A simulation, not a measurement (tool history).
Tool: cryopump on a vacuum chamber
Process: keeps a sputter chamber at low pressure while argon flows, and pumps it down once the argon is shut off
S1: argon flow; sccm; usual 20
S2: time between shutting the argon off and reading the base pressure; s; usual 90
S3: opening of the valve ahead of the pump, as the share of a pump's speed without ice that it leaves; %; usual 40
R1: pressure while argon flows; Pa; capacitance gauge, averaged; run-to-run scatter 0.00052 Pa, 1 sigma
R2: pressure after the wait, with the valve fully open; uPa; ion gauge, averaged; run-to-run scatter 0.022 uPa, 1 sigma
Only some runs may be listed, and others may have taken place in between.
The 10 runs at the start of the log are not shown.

| run | hour | S1 | S2 | S3 | R1 | R2 |
|---|---|---|---|---|---|---|
| 11 | 235.1 | 20 | 90 | 22 | 0.0715 | 1.35 |
| 12 | 249.7 | 20 | 90 | 22 | 0.0701 | 1.38 |
| 13 | 274.8 | 20 | 90 | 22 | 0.0710 | 1.31 |
| 14 | 298.6 | 20 | 90 | 22 | 0.0723 | 1.35 |
| 15 | 314.0 | 20 | 90 | 22 | 0.0716 | 1.38 |
| 16 | 340.0 | 20 | 90 | 22 | 0.0716 | 1.34 |
| 17 | 357.2 | 20 | 90 | 22 | 0.0724 | 1.40 |
| 18 | 381.8 | 12 | 21 | 22 | 0.0431 | 2.92 |
| 19 | 406.3 | 13 | 21 | 22 | 0.0463 | 2.93 |

What does the tool deliver on the next run?
| 20 | 428.7 | 20 | 23 | 40 | ? | ? |

R1: 0.0395 Pa
R2: 2.79 uPa
With no hidden state in the tool, this same run would have given R1 0.0372 Pa, R2 2.00 uPa.

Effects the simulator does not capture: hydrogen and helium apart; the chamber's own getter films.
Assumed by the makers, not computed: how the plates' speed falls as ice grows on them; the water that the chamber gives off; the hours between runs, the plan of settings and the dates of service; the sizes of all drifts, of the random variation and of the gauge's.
